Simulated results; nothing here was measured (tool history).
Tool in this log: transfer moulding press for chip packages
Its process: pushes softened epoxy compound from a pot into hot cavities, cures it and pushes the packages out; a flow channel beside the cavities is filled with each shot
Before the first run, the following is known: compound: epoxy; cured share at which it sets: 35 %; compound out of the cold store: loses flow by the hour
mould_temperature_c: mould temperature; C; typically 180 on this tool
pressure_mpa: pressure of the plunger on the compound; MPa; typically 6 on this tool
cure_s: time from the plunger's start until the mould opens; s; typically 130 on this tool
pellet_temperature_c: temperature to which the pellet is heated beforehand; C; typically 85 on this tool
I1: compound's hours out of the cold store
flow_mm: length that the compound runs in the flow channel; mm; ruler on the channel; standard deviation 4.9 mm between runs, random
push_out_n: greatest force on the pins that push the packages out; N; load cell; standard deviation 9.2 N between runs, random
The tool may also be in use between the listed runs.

run 1 day=0 | mould_temperature_c=180 pressure_mpa=6 cure_s=130 pellet_temperature_c=85 | I1=26.8 | flow_mm=634 push_out_n=524
run 2 day=0.233 | mould_temperature_c=186 pressure_mpa=6 cure_s=130 pellet_temperature_c=85 | I1=21.6 | flow_mm=624 push_out_n=426
-- day=0.471 cavities cleaned with cleaning compound and waxed
run 3 day=0.662 | mould_temperature_c=186 pressure_mpa=6 cure_s=130 pellet_temperature_c=85 | I1=38.7 | flow_mm=571 push_out_n=328
run 4 day=0.933 | mould_temperature_c=180 pressure_mpa=6 cure_s=130 pellet_temperature_c=85 | I1=46 | flow_mm=575 push_out_n=417
run 5 day=1.308 | mould_temperature_c=180 pressure_mpa=6 cure_s=130 pellet_temperature_c=86 | I1=12.1 | flow_mm=674 push_out_n=483
run 6 day=1.604 | mould_temperature_c=180 pressure_mpa=6 cure_s=130 pellet_temperature_c=85 | I1=26.9 | flow_mm=623 push_out_n=468
run 7 day=1.862 | mould_temperature_c=180 pressure_mpa=6 cure_s=130 pellet_temperature_c=85 | I1=11.8 | flow_mm=683 push_out_n=493
run 8 day=2.179 | mould_temperature_c=180 pressure_mpa=6 cure_s=130 pellet_temperature_c=85 | I1=47.8 | flow_mm=562 push_out_n=458
run 9 day=2.533 | mould_temperature_c=180 pressure_mpa=6 cure_s=130 pellet_temperature_c=85 | I1=33 | flow_mm=614 push_out_n=479
run 10 day=2.729 | mould_temperature_c=180 pressure_mpa=6 cure_s=130 pellet_temperature_c=85 | I1=21.7 | flow_mm=638 push_out_n=521
run 11 day=2.967 | mould_temperature_c=180 pressure_mpa=6 cure_s=115 pellet_temperature_c=85 | I1=10 | flow_mm=678 push_out_n=706
run 12 day=3.179 | mould_temperature_c=180 pressure_mpa=6 cure_s=115 pellet_temperature_c=85 | I1=45.2 | flow_mm=581 push_out_n=646
run 13 day=3.592 | mould_temperature_c=180 pressure_mpa=6 cure_s=130 pellet_temperature_c=85 | I1=35 | flow_mm=605 push_out_n=520
-- day=3.879 cavities cleaned with cleaning compound and waxed
run 14 day=4.1 | mould_temperature_c=180 pressure_mpa=6 cure_s=130 pellet_temperature_c=85 | I1=45.4 | flow_mm=585 push_out_n=414
run 15 day=4.471 | mould_temperature_c=180 pressure_mpa=6 cure_s=130 pellet_temperature_c=85 | I1=36.8 | flow_mm=599 push_out_n=428
run 16 day=4.908 | mould_temperature_c=178 pressure_mpa=6.01 cure_s=126 pellet_temperature_c=78 | I1=43.2 | flow_mm=591 push_out_n=564
run 17 day=5.162 | mould_temperature_c=176 pressure_mpa=6.01 cure_s=127 pellet_temperature_c=91 | I1=46.2 | flow_mm=580 push_out_n=610
run 18 day=5.4 | mould_temperature_c=180 pressure_mpa=6 cure_s=135 pellet_temperature_c=80 | I1=21.4 | flow_mm=628 push_out_n=460
run 19 day=5.796 | mould_temperature_c=180 pressure_mpa=6 cure_s=135 pellet_temperature_c=80 | I1=39.9 | flow_mm=584 push_out_n=460
run 20 day=6.158 | mould_temperature_c=180 pressure_mpa=6 cure_s=131 pellet_temperature_c=80 | I1=17.3 | flow_mm=655 push_out_n=516
run 21 day=6.529 | mould_temperature_c=184 pressure_mpa=7.2 cure_s=111 pellet_temperature_c=81 | I1=8.4 | flow_mm=715 push_out_n=575
run 22 day=6.808 | mould_temperature_c=180 pressure_mpa=5.67 cure_s=169 pellet_temperature_c=91 | I1=41.6 | flow_mm=569 push_out_n=393
run 23 day=7.142 | mould_temperature_c=175 pressure_mpa=6 cure_s=130 pellet_temperature_c=85 | I1=29.4 | flow_mm=633 push_out_n=785
-- day=7.3 cavities cleaned with cleaning compound and waxed
run 24 day=7.492 | mould_temperature_c=177 pressure_mpa=5.31 cure_s=114 pellet_temperature_c=82 | I1=32.8 | flow_mm=570 push_out_n=667
run 25 day=7.688 | mould_temperature_c=180 pressure_mpa=4.74 cure_s=141 pellet_temperature_c=85 | I1=25.1 | flow_mm=555 push_out_n=374
run 26 day=8.075 | mould_temperature_c=180 pressure_mpa=4.74 cure_s=141 pellet_temperature_c=85 | I1=35.3 | flow_mm=533 push_out_n=387
run 27 day=8.392 | mould_temperature_c=180 pressure_mpa=4.74 cure_s=141 pellet_temperature_c=85 | I1=17.3 | flow_mm=585 push_out_n=411
run 28 day=8.796 | mould_temperature_c=180 pressure_mpa=4.74 cure_s=141 pellet_temperature_c=85 | I1=35.6 | flow_mm=529 push_out_n=407
run 29 day=9.167 | mould_temperature_c=188 pressure_mpa=4.74 cure_s=127 pellet_temperature_c=85 | I1=32.7 | flow_mm=505 push_out_n=376

Predict each of these 3 candidate next runs independently; none follows another, all start after run 29:
run A day=9.371 | mould_temperature_c=176 pressure_mpa=7.28 cure_s=135 pellet_temperature_c=85 | I1=15 | flow_mm=? push_out_n=?
run B day=9.371 | mould_temperature_c=188 pressure_mpa=4.83 cure_s=127 pellet_temperature_c=85 | I1=38.4 | flow_mm=? push_out_n=?
run C day=9.371 | mould_temperature_c=180 pressure_mpa=6.13 cure_s=117 pellet_temperature_c=85 | I1=21.3 | flow_mm=? push_out_n=?

run=A flow_mm=738 push_out_n=618
run=B flow_mm=499 push_out_n=378
run=C flow_mm=637 push_out_n=613
Had the tool no hidden state, the same runs would have come out as:
run=A flow_mm=771 push_out_n=519
run=B flow_mm=522 push_out_n=309
run=C flow_mm=666 push_out_n=514
